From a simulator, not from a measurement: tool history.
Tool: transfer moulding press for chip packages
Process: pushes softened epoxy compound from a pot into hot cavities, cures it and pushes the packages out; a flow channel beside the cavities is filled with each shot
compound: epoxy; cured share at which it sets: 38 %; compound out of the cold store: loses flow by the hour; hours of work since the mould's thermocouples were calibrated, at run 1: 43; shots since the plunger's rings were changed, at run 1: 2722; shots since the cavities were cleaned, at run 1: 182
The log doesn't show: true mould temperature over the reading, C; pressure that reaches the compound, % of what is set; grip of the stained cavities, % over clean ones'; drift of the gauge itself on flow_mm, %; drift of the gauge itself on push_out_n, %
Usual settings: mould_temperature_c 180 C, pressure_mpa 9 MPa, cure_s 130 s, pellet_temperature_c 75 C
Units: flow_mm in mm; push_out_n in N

run    hour  mould_temperature_c  pressure_mpa  cure_s  pellet_temperature_c  hours of work since the mould's thermocouples were calibrated  shots since the plunger's rings were changed  shots since the cavities were cleaned  incoming compound's hours out of the cold store  flow_mm  push_out_n
  1       0                  180             9     130                    75                                                             43                                          2722                                    182                                             32.2      491         603
  2    44.6                  180             9     130                    75                                                             62                                          2980                                    440                                             35.1      472         670
       93.2  -- plunger's sealing rings changed
      111.2  -- cavities cleaned with cleaning compound and waxed
  3   111.2                  180             9     130                    75                                                             88                                            96                                      0                                               37      512         471
  4   187.7                  180             9     130                    75                                                            121                                           537                                    441                                             27.2      527         634
      255.6  -- cavities cleaned with cleaning compound and waxed
  5   268.5                  180             9     130                    75                                                            154                                           995                                     74                                             47.7      487         511
  6   316.9                  180             9     130                    75                                                            175                                          1275                                    354                                             46.6      484         634
  7   390.4                  180             9     130                    80                                                            206                                          1700                                    779                                             45.2      483         704
      397.2  -- cavities cleaned with cleaning compound and waxed
  8   459.5                  180             9     130                    80                                                            235                                          2090                                    360                                             10.2      519         629
  9     533                  180             9     130                    80                                                            266                                          2514                                    784                                             22.7      496         701
      538.7  -- cavities cleaned with cleaning compound and waxed
 10   607.6                  180             9     130                    80                                                            297                                          2936                                    398                                             41.3      474         639
 11   658.5                  180             9     130                    80                                                            319                                          3230                                    692                                             22.8      497         687
      666.8  -- plunger's sealing rings changed
      686.8  -- cavities cleaned with cleaning compound and waxed
 12   741.2                  180             9     130                    80                                                            353                                           421                                    314                                             19.4      533         597
 13   808.7                  180             9     130                    75                                                            381                                           811                                    704                                             32.8      495         688
      828.6  -- cavities cleaned with cleaning compound and waxed
 14   868.2                  180             9     130                    71                                                            406                                          1146                                    229                                             36.2      503         587
 15   937.5                  180             9     130                    71                                                            435                                          1546                                    629                                             45.5      481         639
      972.5  -- cavities cleaned with cleaning compound and waxed
 16    1018                  180             9     130                    71                                                            469                                          2003                                    263                                             10.2      527         598
 17  1084.9                  180             9     130                    80                                                            497                                          2389                                    649                                             25.4      496         682
     1116.8  -- cavities cleaned with cleaning compound and waxed
 18    1166                  175          7.62     150                    82                                                            531                                          2849                                    284                                             45.4      451         589
       1237  -- plunger's sealing rings changed
 19  1242.5                  180          7.82     130                    67                                                            563                                            31                                    711                                             36.5      474         659
     1248.4  -- mould's thermocouples calibrated
     1263.6  -- cavities cleaned with cleaning compound and waxed
 20  1279.9                  176             9     146                    75                                                             13                                           227                                     94                                             31.6      515         506
 21  1331.4                  176             9     146                    75                                                             35                                           525                                    392                                             16.9      531         645
 22  1371.7                  179          7.77     121                    74                                                             52                                           758                                    625                                             17.1      494         794
     1378.6  -- mould's thermocouples calibrated, once more
     1407.4  -- cavities cleaned with cleaning compound and waxed
 23    1416                  174          7.77     136                    70                                                             15                                           993                                     50                                             13.2      501         709
 24  1496.6                  174          7.77     136                    70                                                             50                                          1458                                    515                                             47.4      461         871
 25    1536                  174          7.77     143                    70                                                             66                                          1686                                    743                                             37.7      476         869
     1548.7  -- cavities cleaned with cleaning compound and waxed
 26  1592.4                  174          7.77     143                    70                                                             90                                          2003                                    252                                              9.2      510         771

Run 27 comes next. What will it give?
 27  1643.5                  182             9     118                    75                                                            111                                          2298                                    547                                             14.1        ?           ?

{"run 27": {"flow_mm": 506, "push_out_n": 716}}
Without the tool's hidden state the same run would have given flow_mm 532 mm, push_out_n 493 N.

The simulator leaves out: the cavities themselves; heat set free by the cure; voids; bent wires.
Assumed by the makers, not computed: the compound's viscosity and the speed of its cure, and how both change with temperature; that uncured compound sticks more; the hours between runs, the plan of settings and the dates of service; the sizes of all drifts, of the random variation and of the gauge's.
